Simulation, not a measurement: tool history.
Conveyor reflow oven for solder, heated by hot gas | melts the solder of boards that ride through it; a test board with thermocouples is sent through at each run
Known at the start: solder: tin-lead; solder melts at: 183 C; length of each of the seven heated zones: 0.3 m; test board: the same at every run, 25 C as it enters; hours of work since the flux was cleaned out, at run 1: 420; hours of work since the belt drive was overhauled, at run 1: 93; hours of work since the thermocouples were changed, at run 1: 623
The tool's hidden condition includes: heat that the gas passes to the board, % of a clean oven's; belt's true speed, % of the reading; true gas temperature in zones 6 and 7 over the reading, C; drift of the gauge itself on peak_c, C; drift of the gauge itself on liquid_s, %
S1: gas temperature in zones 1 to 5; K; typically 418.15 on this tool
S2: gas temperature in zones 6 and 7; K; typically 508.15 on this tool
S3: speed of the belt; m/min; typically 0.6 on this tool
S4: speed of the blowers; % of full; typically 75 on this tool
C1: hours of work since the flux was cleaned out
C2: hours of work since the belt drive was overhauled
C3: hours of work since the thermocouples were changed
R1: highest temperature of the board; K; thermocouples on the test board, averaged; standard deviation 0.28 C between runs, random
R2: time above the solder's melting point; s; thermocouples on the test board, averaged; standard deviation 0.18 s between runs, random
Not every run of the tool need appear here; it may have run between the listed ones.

{"run": 1, "day": 0.0, "S1": 418.15, "S2": 508.15, "S3": 0.6, "S4": 75, "C1": 420, "C2": 93, "C3": 623, "R1": 489.55, "R2": 46}
{"run": 2, "day": 1.992, "S1": 418.15, "S2": 519.15, "S3": 0.6, "S4": 75, "C1": 452, "C2": 125, "C3": 655, "R1": 498.45, "R2": 51.5}
{"day": 3.421, "done": "flux residue cleaned out of gas plates and filters"}
{"run": 3, "day": 5.871, "S1": 418.15, "S2": 519.15, "S3": 0.6, "S4": 75, "C1": 39, "C2": 184, "C3": 714, "R1": 496.95, "R2": 50.5}
{"run": 4, "day": 7.475, "S1": 418.15, "S2": 519.15, "S3": 0.6, "S4": 75, "C1": 65, "C2": 210, "C3": 739, "R1": 497.15, "R2": 50.7}
{"run": 5, "day": 10.429, "S1": 418.15, "S2": 519.15, "S3": 0.6, "S4": 75, "C1": 113, "C2": 257, "C3": 787, "R1": 496.85, "R2": 50.7}
{"run": 6, "day": 12.971, "S1": 418.15, "S2": 519.15, "S3": 0.6, "S4": 75, "C1": 154, "C2": 298, "C3": 828, "R1": 496.15, "R2": 49.9}
{"run": 7, "day": 16.4, "S1": 418.15, "S2": 519.15, "S3": 0.6, "S4": 75, "C1": 209, "C2": 353, "C3": 883, "R1": 495.85, "R2": 49.8}
{"run": 8, "day": 19.542, "S1": 418.15, "S2": 521.15, "S3": 0.6, "S4": 75, "C1": 259, "C2": 404, "C3": 933, "R1": 497.05, "R2": 50.5}
{"run": 9, "day": 21.288, "S1": 418.15, "S2": 521.15, "S3": 0.6, "S4": 75, "C1": 287, "C2": 432, "C3": 961, "R1": 496.65, "R2": 50.5}
{"day": 21.808, "done": "flux residue cleaned out of gas plates and filters, once more"}
{"run": 10, "day": 24.304, "S1": 418.15, "S2": 521.15, "S3": 0.6, "S4": 75, "C1": 40, "C2": 477, "C3": 1007, "R1": 503.15, "R2": 53.8}
{"run": 11, "day": 26.721, "S1": 418.15, "S2": 521.15, "S3": 0.6, "S4": 75, "C1": 79, "C2": 516, "C3": 1046, "R1": 502.55, "R2": 53.4}
{"run": 12, "day": 28.425, "S1": 418.15, "S2": 521.15, "S3": 0.558, "S4": 75, "C1": 106, "C2": 543, "C3": 1073, "R1": 504.45, "R2": 58.9}
{"run": 13, "day": 30.983, "S1": 418.15, "S2": 521.15, "S3": 0.502, "S4": 75, "C1": 148, "C2": 585, "C3": 1114, "R1": 507.15, "R2": 66.4}
{"run": 14, "day": 33.129, "S1": 418.15, "S2": 521.15, "S3": 0.502, "S4": 75, "C1": 182, "C2": 619, "C3": 1149, "R1": 506.85, "R2": 66.6}
{"run": 15, "day": 36.721, "S1": 418.15, "S2": 521.15, "S3": 0.502, "S4": 75, "C1": 240, "C2": 677, "C3": 1206, "R1": 506.05, "R2": 66.9}
{"run": 16, "day": 39.275, "S1": 418.15, "S2": 521.15, "S3": 0.502, "S4": 75, "C1": 281, "C2": 718, "C3": 1247, "R1": 506.15, "R2": 66.4}
{"day": 42.312, "done": "thermocouples of zones 6 and 7 changed"}
{"run": 17, "day": 42.404, "S1": 411.15, "S2": 503.15, "S3": 0.643, "S4": 55, "C1": 330, "C2": 767, "C3": 1, "R1": 481.75, "R2": 35.5}
{"run": 18, "day": 45.35, "S1": 417.15, "S2": 510.15, "S3": 0.708, "S4": 58, "C1": 377, "C2": 814, "C3": 49, "R1": 484.65, "R2": 35.7}
{"run": 19, "day": 47.125, "S1": 417.15, "S2": 510.15, "S3": 0.708, "S4": 58, "C1": 406, "C2": 843, "C3": 77, "R1": 484.65, "R2": 35.4}
{"day": 49.117, "done": "belt drive overhauled, speed set with a stopwatch"}
{"run": 20, "day": 50.342, "S1": 428.15, "S2": 518.15, "S3": 0.498, "S4": 62, "C1": 455, "C2": 20, "C3": 126, "R1": 505.55, "R2": 69.1}
{"day": 51.725, "done": "flux residue cleaned out of gas plates and filters"}
{"run": 21, "day": 52.938, "S1": 408.15, "S2": 502.15, "S3": 0.563, "S4": 52, "C1": 19, "C2": 58, "C3": 165, "R1": 485.15, "R2": 42.8}
{"run": 22, "day": 54.646, "S1": 415.15, "S2": 508.15, "S3": 0.6, "S4": 67, "C1": 47, "C2": 86, "C3": 192, "R1": 491.55, "R2": 47.1}
{"run": 23, "day": 56.654, "S1": 415.15, "S2": 508.15, "S3": 0.6, "S4": 67, "C1": 79, "C2": 118, "C3": 225, "R1": 491.25, "R2": 46.4}
{"run": 24, "day": 59.212, "S1": 426.15, "S2": 512.15, "S3": 0.6, "S4": 85, "C1": 120, "C2": 159, "C3": 266, "R1": 498.75, "R2": 53.6}
{"run": 25, "day": 61.058, "S1": 431.15, "S2": 513.15, "S3": 0.6, "S4": 52, "C1": 150, "C2": 189, "C3": 295, "R1": 495.65, "R2": 54.3}
{"run": 26, "day": 63.033, "S1": 403.15, "S2": 500.15, "S3": 0.6, "S4": 75, "C1": 182, "C2": 220, "C3": 327, "R1": 482.25, "R2": 37.7}
{"run": 27, "day": 65.204, "S1": 418.15, "S2": 508.15, "S3": 0.6, "S4": 64, "C1": 217, "C2": 255, "C3": 362, "R1": 489.95, "R2": 47}
{"run": 28, "day": 67.979, "S1": 406.15, "S2": 508.15, "S3": 0.595, "S4": 78, "C1": 261, "C2": 300, "C3": 407, "R1": 489.85, "R2": 43.9}
{"run": 29, "day": 71.279, "S1": 418.15, "S2": 510.15, "S3": 0.6, "S4": 51, "C1": 314, "C2": 353, "C3": 460, "R1": 488.85, "R2": 45.7}
{"run": 30, "day": 74.679, "S1": 418.15, "S2": 510.15, "S3": 0.6, "S4": 51, "C1": 369, "C2": 408, "C3": 515, "R1": 487.95, "R2": 45.5}

What if the next run were any one of these 4? Each begins from the tool's condition after run 30:
{"run": "A", "day": 77.229, "S1": 418.15, "S2": 514.15, "S3": 0.6, "S4": 87, "C1": 410, "C2": 449, "C3": 556, "R1": "?", "R2": "?"}
{"run": "B", "day": 77.229, "S1": 418.15, "S2": 515.15, "S3": 0.6, "S4": 74, "C1": 410, "C2": 449, "C3": 556, "R1": "?", "R2": "?"}
{"run": "C", "day": 77.229, "S1": 405.15, "S2": 508.15, "S3": 0.6, "S4": 76, "C1": 410, "C2": 449, "C3": 556, "R1": "?", "R2": "?"}
{"run": "D", "day": 77.229, "S1": 418.15, "S2": 508.15, "S3": 0.705, "S4": 75, "C1": 410, "C2": 449, "C3": 556, "R1": "?", "R2": "?"}

run=A R1=496.65 R2=51
run=B R1=496.15 R2=50.4
run=C R1=487.95 R2=42
run=D R1=484.15 R2=35.7
Stripped of hidden state, with their random variation kept, the same runs would have yielded:
run=A R1=500.45 R2=52.5
run=B R1=499.95 R2=52
run=C R1=491.95 R2=44.5
run=D R1=488.15 R2=38.2
